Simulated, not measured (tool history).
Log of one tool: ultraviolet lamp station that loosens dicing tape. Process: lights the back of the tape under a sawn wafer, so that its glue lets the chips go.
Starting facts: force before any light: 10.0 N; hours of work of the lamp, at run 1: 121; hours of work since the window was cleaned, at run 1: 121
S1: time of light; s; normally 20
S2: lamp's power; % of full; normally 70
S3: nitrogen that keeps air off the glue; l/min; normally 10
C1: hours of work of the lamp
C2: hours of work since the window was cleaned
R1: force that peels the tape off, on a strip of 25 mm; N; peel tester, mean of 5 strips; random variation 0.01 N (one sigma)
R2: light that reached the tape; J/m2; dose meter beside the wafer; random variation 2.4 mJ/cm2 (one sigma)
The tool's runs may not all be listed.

Run 1, hour 0.0: usual settings; C1 121; C2 121. Result: R1 0.539 N, R2 2360 J/m2.
Run 2, hour 60.2: usual settings but S2 61 % of full; C1 156; C2 156. Result: R1 0.760 N, R2 2020 J/m2.
Run 3, hour 130.2: usual settings but S2 61 % of full; C1 197; C2 197. Result: R1 0.815 N, R2 1960 J/m2.
Run 4, hour 180.2: usual settings; C1 227; C2 227. Result: R1 0.636 N, R2 2200 J/m2.
Run 5, hour 271.1: usual settings but S3 3 l/min; C1 280; C2 280. Result: R1 1.486 N, R2 2130 J/m2.
Run 6, hour 316.0: usual settings but S3 3 l/min; C1 307; C2 307. Result: R1 1.507 N, R2 2100 J/m2.
Run 7, hour 374.0: usual settings but S1 14 s, S3 3 l/min; C1 341; C2 341. Result: R1 2.671 N, R2 1420 J/m2.
At hour 382.9: window cleaned of glue's vapour.
Run 8, hour 448.5: usual settings; C1 384; C2 39. Result: R1 0.907 N, R2 1860 J/m2.
At hour 520.0: window cleaned of glue's vapour, once more.
Run 9, hour 536.5: usual settings; C1 436; C2 10. Result: R1 0.609 N, R2 2260 J/m2.
Run 10, hour 593.1: usual settings; C1 469; C2 43. Result: R1 0.667 N, R2 2160 J/m2.
Run 11, hour 633.7: usual settings; C1 493; C2 67. Result: R1 0.670 N, R2 2150 J/m2.
Run 12, hour 709.1: usual settings; C1 537; C2 111. Result: R1 0.722 N, R2 2080 J/m2.
Run 13, hour 758.4: usual settings; C1 566; C2 140. Result: R1 0.763 N, R2 2070 J/m2.
Run 14, hour 825.5: usual settings but S1 36 s, S3 5 l/min; C1 606; C2 180. Result: R1 0.370 N, R2 3560 J/m2.

Run 15, settings as shown, results not yet in. Your forecast:
Run 15, hour 867.5: usual settings but S1 36 s, S3 5 l/min; C1 631; C2 205. Result: R1 ?, R2 ?.

Logged for run 15: R1 0.372 N, R2 3490 J/m2.
If the tool had no hidden condition, the same run with the same run-to-run variation would have returned R1 0.225 N, R2 4730 J/m2.
